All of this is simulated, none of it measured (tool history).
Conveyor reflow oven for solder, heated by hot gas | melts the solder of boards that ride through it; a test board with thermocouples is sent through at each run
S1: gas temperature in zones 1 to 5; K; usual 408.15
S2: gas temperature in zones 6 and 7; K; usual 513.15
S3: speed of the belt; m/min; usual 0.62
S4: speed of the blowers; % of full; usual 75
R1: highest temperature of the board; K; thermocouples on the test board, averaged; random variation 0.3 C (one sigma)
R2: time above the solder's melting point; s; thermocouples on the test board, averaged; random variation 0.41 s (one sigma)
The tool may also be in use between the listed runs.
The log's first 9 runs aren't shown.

run   hour      S1      S2     S3  S4      R1    R2
 10  274.7  408.15  513.15  0.624  75  494.35  52.1
 11  301.5  408.15  513.15  0.624  75  494.55  52.4
 12  326.8  417.15  513.15  0.624  75  496.05  56.8
     361.7  -- flux residue cleaned out of gas plates and filters
 13  361.7  417.15  513.15  0.624  75  497.85  57.7
 14    379  408.15  513.15   0.62  75  496.15    53
 15  400.7  408.15  513.15   0.62  75  496.15    54
 16  420.8  408.15  513.15   0.62  75  495.75  53.8
 17  459.7  406.15  519.15   0.71  75  495.15  45.5
 18  499.8  406.15  519.15  0.594  75  501.95  59.4
 19  527.3  421.15  509.15  0.543  79  499.05  68.9
 20  549.3  421.15  509.15  0.543  79  499.35  69.1
     557.1  -- belt drive overhauled, speed set with a stopwatch
     559.1  -- thermocouples of zones 6 and 7 changed
 21  594.7  413.15  501.15  0.687  58  476.45  34.8
 22  631.4  413.15  511.15  0.675  58  485.15    44
 23  650.7  410.15  511.15  0.501  61  496.65  68.6
 24  684.9  410.15  506.15  0.528  58  489.55  60.4
     693.1  -- flux residue cleaned out of gas plates and filters
 25  719.9  410.15  506.15  0.528  58  490.15  61.3
 26  748.8  410.15  506.15  0.528  58  490.55  61.6
 27  772.6  410.15  506.15  0.528  58  490.75  60.7
       798  -- belt drive overhauled, speed set with a stopwatch, once more
 28  817.7  410.15  502.15  0.528  58  485.75  55.2
 29  836.2  410.15  502.15  0.528  58  485.95  56.2
 30  872.9  415.15  509.15  0.577  79  493.75  58.5

3 ways to go on from here, each from the tool as it stands after run 30. What would each give?
  A  896.5  419.15  509.15  0.577  74   ?   ?
  B  896.5  393.15  509.15  0.577  79   ?   ?
  C  896.5  406.15  514.15   0.62  75   ?   ?

run      R1    R2
  A  493.45  59.9
  B  490.25  48.6
  C  493.15  50.2
Without the tool's hidden state the same runs would have given:
run      R1    R2
  A  493.55    60
  B  490.65    49
  C  493.45  50.5
